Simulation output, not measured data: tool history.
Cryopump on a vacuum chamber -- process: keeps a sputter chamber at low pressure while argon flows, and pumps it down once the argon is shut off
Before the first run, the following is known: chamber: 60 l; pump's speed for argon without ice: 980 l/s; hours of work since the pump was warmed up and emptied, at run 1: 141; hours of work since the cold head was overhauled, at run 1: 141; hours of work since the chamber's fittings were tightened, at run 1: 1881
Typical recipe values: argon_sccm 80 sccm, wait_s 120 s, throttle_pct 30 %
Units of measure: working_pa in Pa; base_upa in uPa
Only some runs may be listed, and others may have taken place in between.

run,day,argon_sccm,wait_s,throttle_pct,hours of work since the pump was warmed up and emptied,hours of work since the cold head was overhauled,hours of work since the chamber's fittings were tightened,working_pa,base_upa
1,0.000,80,120,30,141,141,1881,0.4706,2.49
2,1.075,80,120,30,157,157,1896,0.4661,2.44
3,2.254,66,120,30,174,174,1914,0.3891,2.45
4,2.962,66,120,30,184,184,1924,0.3878,2.47
5,3.992,66,120,30,199,199,1939,0.3909,2.49
6,5.217,77,49,52,217,217,1956,0.2685,3.76
7,5.879,66,122,24,226,226,1966,0.4855,2.44
8,7.075,83,26,49,243,243,1983,0.3094,5.61

What does the tool deliver on the next run?
9,7.946,83,26,49,256,256,1996,?,?

working_pa: 0.3062 Pa
base_upa: 5.68 uPa
Were there no unlogged condition in the tool, this run, its random variation unchanged, would have produced working_pa 0.2902 Pa, base_upa 4.28 uPa.
